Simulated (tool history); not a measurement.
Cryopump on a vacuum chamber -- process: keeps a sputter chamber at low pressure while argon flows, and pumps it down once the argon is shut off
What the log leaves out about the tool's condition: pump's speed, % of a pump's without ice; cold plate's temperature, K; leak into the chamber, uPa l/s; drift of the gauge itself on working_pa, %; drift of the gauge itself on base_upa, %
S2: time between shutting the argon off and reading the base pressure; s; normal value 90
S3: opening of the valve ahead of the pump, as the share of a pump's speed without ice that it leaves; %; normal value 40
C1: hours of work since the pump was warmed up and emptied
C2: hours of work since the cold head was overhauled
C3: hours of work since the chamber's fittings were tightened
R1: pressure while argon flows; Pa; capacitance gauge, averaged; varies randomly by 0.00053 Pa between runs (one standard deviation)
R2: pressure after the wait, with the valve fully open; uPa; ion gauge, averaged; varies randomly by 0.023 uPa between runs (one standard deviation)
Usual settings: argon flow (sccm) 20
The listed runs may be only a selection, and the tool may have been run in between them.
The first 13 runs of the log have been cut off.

run 14 hour=154 | argon_flow_(sccm)=20 S2=66 S3=40 | C1=237 C2=237 C3=1628 | R1=0.0463 R2=2.17
run 15 hour=169.4 | argon_flow_(sccm)=20 S2=66 S3=40 | C1=250 C2=250 C3=1641 | R1=0.0484 R2=2.2
run 16 hour=183.3 | argon_flow_(sccm)=20 S2=90 S3=40 | C1=262 C2=262 C3=1653 | R1=0.0477 R2=2.13
run 17 hour=199.4 | argon_flow_(sccm)=20 S2=90 S3=40 | C1=275 C2=275 C3=1667 | R1=0.049 R2=2.18
run 18 hour=209.5 | argon_flow_(sccm)=20 S2=90 S3=29 | C1=284 C2=284 C3=1676 | R1=0.0631 R2=2.21
run 19 hour=218.5 | argon_flow_(sccm)=20 S2=90 S3=29 | C1=292 C2=292 C3=1683 | R1=0.0652 R2=2.16
run 20 hour=232.7 | argon_flow_(sccm)=10 S2=32 S3=40 | C1=304 C2=304 C3=1695 | R1=0.025 R2=3.29
run 21 hour=243.6 | argon_flow_(sccm)=23 S2=90 S3=55 | C1=313 C2=313 C3=1705 | R1=0.0441 R2=2.24
run 22 hour=257.1 | argon_flow_(sccm)=18 S2=124 S3=19 | C1=325 C2=325 C3=1716 | R1=0.0855 R2=2.09
run 23 hour=265.3 | argon_flow_(sccm)=10 S2=124 S3=37 | C1=332 C2=332 C3=1723 | R1=0.027 R2=2.17
-- hour=271.7 pump warmed up, emptied and cooled again
run 24 hour=283.7 | argon_flow_(sccm)=10 S2=124 S3=37 | C1=10 C2=343 C3=1735 | R1=0.023 R2=1.52
run 25 hour=293.9 | argon_flow_(sccm)=27 S2=77 S3=56 | C1=19 C2=352 C3=1743 | R1=0.0399 R2=1.84
run 26 hour=300.8 | argon_flow_(sccm)=20 S2=105 S3=56 | C1=25 C2=358 C3=1749 | R1=0.0298 R2=1.63
run 27 hour=316.6 | argon_flow_(sccm)=20 S2=105 S3=56 | C1=38 C2=371 C3=1763 | R1=0.0303 R2=1.63
run 28 hour=330.7 | argon_flow_(sccm)=30 S2=86 S3=52 | C1=50 C2=384 C3=1775 | R1=0.0488 R2=1.74
run 29 hour=341.7 | argon_flow_(sccm)=28 S2=90 S3=40 | C1=60 C2=393 C3=1784 | R1=0.0595 R2=1.77
run 30 hour=355.4 | argon_flow_(sccm)=14 S2=38 S3=17 | C1=72 C2=405 C3=1796 | R1=0.0688 R2=2.59
run 31 hour=369.2 | argon_flow_(sccm)=20 S2=34 S3=17 | C1=83 C2=416 C3=1808 | R1=0.0978 R2=2.77
run 32 hour=378.4 | argon_flow_(sccm)=22 S2=74 S3=17 | C1=91 C2=424 C3=1816 | R1=0.1084 R2=1.98
run 33 hour=385.3 | argon_flow_(sccm)=22 S2=74 S3=17 | C1=97 C2=430 C3=1822 | R1=0.1085 R2=1.98
run 34 hour=399 | argon_flow_(sccm)=39 S2=140 S3=28 | C1=109 C2=442 C3=1833 | R1=0.1198 R2=1.7
run 35 hour=410.1 | argon_flow_(sccm)=39 S2=214 S3=43 | C1=118 C2=451 C3=1843 | R1=0.0792 R2=1.58

3 options for the next run, each taken on its own from the tool as it stands now. Forecast them:
run A hour=425.6 | argon_flow_(sccm)=21 S2=214 S3=43 | C1=132 C2=465 C3=1856 | R1=? R2=?
run B hour=425.6 | argon_flow_(sccm)=8 S2=214 S3=43 | C1=132 C2=465 C3=1856 | R1=? R2=?
run C hour=425.6 | argon_flow_(sccm)=32 S2=90 S3=39 | C1=132 C2=465 C3=1856 | R1=? R2=?

run=A R1=0.0443 R2=1.62
run=B R1=0.0161 R2=1.62
run=C R1=0.072 R2=1.97
What these runs would have given with no unlogged condition in the tool:
run=A R1=0.0416 R2=0.39
run=B R1=0.015 R2=0.4
run=C R1=0.0678 R2=0.72
